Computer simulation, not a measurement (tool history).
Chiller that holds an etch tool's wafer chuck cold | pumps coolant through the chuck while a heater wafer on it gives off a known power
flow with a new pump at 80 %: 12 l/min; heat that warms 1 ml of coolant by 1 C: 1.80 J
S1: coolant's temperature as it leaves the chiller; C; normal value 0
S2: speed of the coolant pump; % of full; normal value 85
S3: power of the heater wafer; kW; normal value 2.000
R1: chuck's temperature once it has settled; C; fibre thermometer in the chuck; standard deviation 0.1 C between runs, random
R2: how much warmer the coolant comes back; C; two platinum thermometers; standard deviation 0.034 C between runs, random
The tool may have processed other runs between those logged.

{"run": 1, "hour": 0.0, "S1": 0, "S2": 85, "S3": 2.0, "R1": 18.7, "R2": 5.35}
{"run": 2, "hour": 83.1, "S1": 0, "S2": 85, "S3": 2.0, "R1": 18.8, "R2": 5.37}
{"run": 3, "hour": 162.6, "S1": 0, "S2": 85, "S3": 2.276, "R1": 21.2, "R2": 6.07}
{"run": 4, "hour": 236.1, "S1": 0, "S2": 85, "S3": 2.276, "R1": 21.3, "R2": 6.1}
{"run": 5, "hour": 302.3, "S1": 0, "S2": 85, "S3": 2.276, "R1": 21.4, "R2": 6.14}
{"run": 6, "hour": 374.5, "S1": 0, "S2": 85, "S3": 1.941, "R1": 18.5, "R2": 5.23}
{"run": 7, "hour": 423.7, "S1": 8, "S2": 85, "S3": 2.0, "R1": 27.1, "R2": 5.34}
{"run": 8, "hour": 477.7, "S1": 8, "S2": 85, "S3": 2.0, "R1": 27.0, "R2": 5.39}
{"run": 9, "hour": 530.4, "S1": 8, "S2": 85, "S3": 2.0, "R1": 26.9, "R2": 5.39}
{"run": 10, "hour": 568.7, "S1": -4, "S2": 85, "S3": 2.0, "R1": 15.1, "R2": 5.31}
{"run": 11, "hour": 642.2, "S1": 0, "S2": 69, "S3": 2.0, "R1": 22.2, "R2": 6.73}
{"run": 12, "hour": 721.8, "S1": 0, "S2": 85, "S3": 2.0, "R1": 19.2, "R2": 5.46}
{"run": 13, "hour": 776.9, "S1": 0, "S2": 85, "S3": 2.0, "R1": 19.2, "R2": 5.41}
{"run": 14, "hour": 859.3, "S1": 0, "S2": 85, "S3": 2.0, "R1": 19.3, "R2": 5.45}
{"run": 15, "hour": 905.2, "S1": 0, "S2": 69, "S3": 2.0, "R1": 22.4, "R2": 6.68}
{"run": 16, "hour": 966.2, "S1": 7, "S2": 69, "S3": 2.0, "R1": 29.2, "R2": 6.7}
{"run": 17, "hour": 1012.1, "S1": -9, "S2": 85, "S3": 2.0, "R1": 10.4, "R2": 5.4}
{"run": 18, "hour": 1082.5, "S1": -6, "S2": 68, "S3": 2.491, "R1": 22.1, "R2": 8.6}
{"run": 19, "hour": 1136.3, "S1": 3, "S2": 68, "S3": 1.056, "R1": 15.3, "R2": 3.55}
{"run": 20, "hour": 1215.0, "S1": 3, "S2": 65, "S3": 1.578, "R1": 21.3, "R2": 5.66}
{"run": 21, "hour": 1281.3, "S1": 3, "S2": 65, "S3": 1.578, "R1": 21.5, "R2": 5.73}
{"run": 22, "hour": 1335.7, "S1": -4, "S2": 85, "S3": 1.869, "R1": 14.3, "R2": 5.07}
{"run": 23, "hour": 1376.0, "S1": -4, "S2": 85, "S3": 1.869, "R1": 14.2, "R2": 5.15}
{"run": 24, "hour": 1438.9, "S1": 2, "S2": 85, "S3": 2.033, "R1": 22.1, "R2": 5.6}
{"run": 25, "hour": 1477.3, "S1": 2, "S2": 85, "S3": 2.033, "R1": 21.8, "R2": 5.53}
{"run": 26, "hour": 1553.8, "S1": -10, "S2": 65, "S3": 1.709, "R1": 10.5, "R2": 6.15}

Run 27, settings as shown, results not yet in. Your forecast:
{"run": 27, "hour": 1598.5, "S1": -10, "S2": 65, "S3": 1.709, "R1": "?", "R2": "?"}

{"run 27": {"R1": 10.3, "R2": 6.14}}
Minus the tool's unlogged condition, the same run would have read R1 7.6 C, R2 5.85 C.

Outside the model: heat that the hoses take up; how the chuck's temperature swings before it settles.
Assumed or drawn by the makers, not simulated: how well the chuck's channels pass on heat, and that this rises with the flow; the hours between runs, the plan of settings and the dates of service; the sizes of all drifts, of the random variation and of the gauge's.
